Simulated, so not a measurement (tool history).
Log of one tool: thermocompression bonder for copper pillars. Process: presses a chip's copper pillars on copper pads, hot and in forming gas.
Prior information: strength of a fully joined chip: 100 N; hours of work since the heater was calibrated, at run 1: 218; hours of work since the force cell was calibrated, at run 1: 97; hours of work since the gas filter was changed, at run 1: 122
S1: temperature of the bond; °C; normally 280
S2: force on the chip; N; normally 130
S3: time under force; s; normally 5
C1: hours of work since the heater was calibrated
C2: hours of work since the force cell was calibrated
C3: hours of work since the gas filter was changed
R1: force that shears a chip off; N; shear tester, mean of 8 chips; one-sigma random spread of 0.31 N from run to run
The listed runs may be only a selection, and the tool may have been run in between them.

run,hour,S1,S2,S3,C1,C2,C3,R1
1,0,280,130,5,218,97,122,51.3
2,3.8,280,130,5,220,100,125,50.7
3,9.4,280,130,5,224,104,129,51.5
4,18.6,280,130,5,230,110,135,51.3
5,26.3,288,130,5,236,115,140,55.5
6,35.6,280,113,5,242,122,147,45.7
7,44.3,280,113,5,248,128,153,45.1
8,49.9,280,130,9,252,132,157,61.6
9,58.1,280,130,5,257,137,162,51.2
10,65.5,280,112,5,262,142,167,45.4
11,71.8,297,130,5,267,147,172,60.6
12,76.8,297,130,5,270,150,175,60.1
13,81.5,297,130,5,273,153,178,60.5
14,85.9,280,130,5,276,156,181,51.3
15,91.2,280,130,5,280,160,185,51
16,95.7,292,130,5,283,163,188,57.4
17,104.5,292,130,5,289,169,194,57.1
18,111,255,177,3,294,173,198,41.5
19,115.4,290,130,5,297,176,202,56.9
20,123.5,280,134,5,302,182,207,51.9
21,128.8,280,105,11,306,186,211,56.6
22,133.7,266,130,4,309,189,214,39.9
23,140.8,291,130,10,314,194,219,69.6
24,147.9,280,166,5,319,199,224,60.6
25,155.8,280,92,3,324,204,229,31.4
26,160.5,280,92,3,328,207,232,31.3
27,165.3,280,130,3,331,211,236,42.9
28,169.6,284,94,3,334,214,239,32.8
29,175.5,284,94,3,338,218,243,33.2
30,183.6,259,83,3,343,223,248,20.7

5 options for the next run, each taken on its own from the tool as it stands now. Forecast them:
A,191.2,259,172,6,349,229,254,?
B,191.2,280,103,14,349,229,254,?
C,191.2,259,78,8,349,229,254,?
D,191.2,280,121,5,349,229,254,?
E,191.2,268,90,3,349,229,254,?

run,R1
A,54.5
B,59.8
C,29.8
D,48.6
E,25.7
What these runs would have given with no unlogged condition in the tool:
run,R1
A,53.7
B,59.2
C,29.1
D,47.8
E,25.1
